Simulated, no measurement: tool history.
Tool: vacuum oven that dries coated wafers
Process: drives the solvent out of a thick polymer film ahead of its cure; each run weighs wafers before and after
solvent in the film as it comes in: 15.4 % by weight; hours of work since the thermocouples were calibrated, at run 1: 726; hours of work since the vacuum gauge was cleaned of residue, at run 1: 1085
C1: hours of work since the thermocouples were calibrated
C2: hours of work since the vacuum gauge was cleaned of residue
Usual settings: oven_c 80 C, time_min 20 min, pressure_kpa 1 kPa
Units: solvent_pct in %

run 1 hour=0 | oven_c=80 time_min=20 pressure_kpa=1 | C1=726 C2=1085 | solvent_pct=2.91
run 2 hour=92.5 | oven_c=80 time_min=20 pressure_kpa=1 | C1=791 C2=1149 | solvent_pct=2.87
run 3 hour=203.5 | oven_c=80 time_min=20 pressure_kpa=1 | C1=869 C2=1227 | solvent_pct=2.81
run 4 hour=324.5 | oven_c=80 time_min=20 pressure_kpa=1 | C1=953 C2=1312 | solvent_pct=2.76
run 5 hour=376.1 | oven_c=80 time_min=20 pressure_kpa=1 | C1=989 C2=1348 | solvent_pct=2.72
run 6 hour=449.4 | oven_c=80 time_min=20 pressure_kpa=1 | C1=1040 C2=1399 | solvent_pct=2.82
run 7 hour=566.8 | oven_c=80 time_min=20 pressure_kpa=1 | C1=1123 C2=1481 | solvent_pct=2.71
run 8 hour=680.9 | oven_c=80 time_min=31 pressure_kpa=1 | C1=1202 C2=1561 | solvent_pct=1.35
run 9 hour=788.2 | oven_c=80 time_min=20 pressure_kpa=1 | C1=1277 C2=1636 | solvent_pct=2.76
-- hour=864.3 oven's thermocouples calibrated
run 10 hour=870.7 | oven_c=80 time_min=20 pressure_kpa=1 | C1=4 C2=1692 | solvent_pct=3.18
run 11 hour=936.8 | oven_c=80 time_min=20 pressure_kpa=1 | C1=51 C2=1738 | solvent_pct=3.23
run 12 hour=1045.6 | oven_c=80 time_min=20 pressure_kpa=1 | C1=127 C2=1814 | solvent_pct=3.2
-- hour=1096.3 vacuum gauge cleaned of residue and calibrated
run 13 hour=1136.3 | oven_c=80 time_min=20 pressure_kpa=1 | C1=189 C2=28 | solvent_pct=2.99
run 14 hour=1241.8 | oven_c=65 time_min=20 pressure_kpa=1 | C1=263 C2=102 | solvent_pct=8.34
run 15 hour=1348.9 | oven_c=65 time_min=20 pressure_kpa=1 | C1=338 C2=177 | solvent_pct=8.26
run 16 hour=1403.8 | oven_c=65 time_min=20 pressure_kpa=1 | C1=376 C2=215 | solvent_pct=8.34
run 17 hour=1505.1 | oven_c=65 time_min=20 pressure_kpa=1 | C1=447 C2=286 | solvent_pct=8.27
run 18 hour=1577.7 | oven_c=67 time_min=20 pressure_kpa=1 | C1=498 C2=337 | solvent_pct=7.57
run 19 hour=1659 | oven_c=80 time_min=21 pressure_kpa=1 | C1=555 C2=393 | solvent_pct=2.73
run 20 hour=1771.8 | oven_c=80 time_min=27 pressure_kpa=1 | C1=634 C2=472 | solvent_pct=1.85
run 21 hour=1857.5 | oven_c=80 time_min=27 pressure_kpa=1 | C1=693 C2=532 | solvent_pct=1.79
run 22 hour=1967.1 | oven_c=80 time_min=20 pressure_kpa=1 | C1=770 C2=609 | solvent_pct=2.79
run 23 hour=2053.2 | oven_c=80 time_min=20 pressure_kpa=1 | C1=830 C2=669 | solvent_pct=2.86
run 24 hour=2128 | oven_c=91 time_min=16 pressure_kpa=1 | C1=883 C2=721 | solvent_pct=0.87
run 25 hour=2238.7 | oven_c=90 time_min=13 pressure_kpa=2.68 | C1=960 C2=799 | solvent_pct=1.89
run 26 hour=2322.4 | oven_c=90 time_min=25 pressure_kpa=1 | C1=1019 C2=857 | solvent_pct=0.45
run 27 hour=2432 | oven_c=89 time_min=13 pressure_kpa=2.87 | C1=1095 C2=934 | solvent_pct=2.1
run 28 hour=2543.8 | oven_c=79 time_min=24 pressure_kpa=2.85 | C1=1173 C2=1012 | solvent_pct=2.79
run 29 hour=2606.2 | oven_c=80 time_min=10 pressure_kpa=1.09 | C1=1217 C2=1056 | solvent_pct=5.71
run 30 hour=2693.4 | oven_c=80 time_min=10 pressure_kpa=1.09 | C1=1278 C2=1117 | solvent_pct=5.58
-- hour=2762.3 oven's thermocouples calibrated
run 31 hour=2762.3 | oven_c=70 time_min=14 pressure_kpa=1 | C1=0 C2=1164 | solvent_pct=8.16
run 32 hour=2864 | oven_c=78 time_min=13 pressure_kpa=3.62 | C1=71 C2=1235 | solvent_pct=6.4
run 33 hour=2943.3 | oven_c=72 time_min=31 pressure_kpa=0.84 | C1=127 C2=1290 | solvent_pct=4.14
run 34 hour=3049.6 | oven_c=80 time_min=10 pressure_kpa=1 | C1=201 C2=1365 | solvent_pct=6.19
run 35 hour=3136.1 | oven_c=69 time_min=20 pressure_kpa=0.63 | C1=261 C2=1425 | solvent_pct=7.08
run 36 hour=3230.5 | oven_c=69 time_min=10 pressure_kpa=0.94 | C1=327 C2=1491 | solvent_pct=9.41
run 37 hour=3293.7 | oven_c=69 time_min=33 pressure_kpa=3.64 | C1=372 C2=1535 | solvent_pct=5.9
run 38 hour=3348.9 | oven_c=71 time_min=13 pressure_kpa=0.8 | C1=410 C2=1574 | solvent_pct=8.17
run 39 hour=3415 | oven_c=71 time_min=13 pressure_kpa=0.8 | C1=456 C2=1620 | solvent_pct=7.86
run 40 hour=3470.8 | oven_c=83 time_min=20 pressure_kpa=1 | C1=495 C2=1659 | solvent_pct=2.19
run 41 hour=3572.2 | oven_c=94 time_min=20 pressure_kpa=2.44 | C1=566 C2=1730 | solvent_pct=0.6
run 42 hour=3664.2 | oven_c=94 time_min=18 pressure_kpa=2.68 | C1=631 C2=1794 | solvent_pct=0.78
run 43 hour=3719.8 | oven_c=93 time_min=13 pressure_kpa=2.68 | C1=670 C2=1833 | solvent_pct=1.4
-- hour=3743.7 vacuum gauge cleaned of residue and calibrated
run 44 hour=3808 | oven_c=93 time_min=26 pressure_kpa=2.68 | C1=730 C2=45 | solvent_pct=0.57
run 45 hour=3872.1 | oven_c=83 time_min=10 pressure_kpa=0.62 | C1=775 C2=90 | solvent_pct=4.75

Forecast each of these 4 alternatives for the next run:
run A hour=3965.2 | oven_c=80 time_min=35 pressure_kpa=1 | C1=840 C2=155 | solvent_pct=?
run B hour=3965.2 | oven_c=69 time_min=14 pressure_kpa=2.26 | C1=840 C2=155 | solvent_pct=?
run C hour=3965.2 | oven_c=80 time_min=20 pressure_kpa=1 | C1=840 C2=155 | solvent_pct=?
run D hour=3965.2 | oven_c=91 time_min=10 pressure_kpa=0.82 | C1=840 C2=155 | solvent_pct=?

run=A solvent_pct=0.98
run=B solvent_pct=8.51
run=C solvent_pct=2.76
run=D solvent_pct=2.08
Without the tool's hidden state the same runs would have given:
run=A solvent_pct=1.14
run=B solvent_pct=8.79
run=C solvent_pct=3.06
run=D solvent_pct=2.34
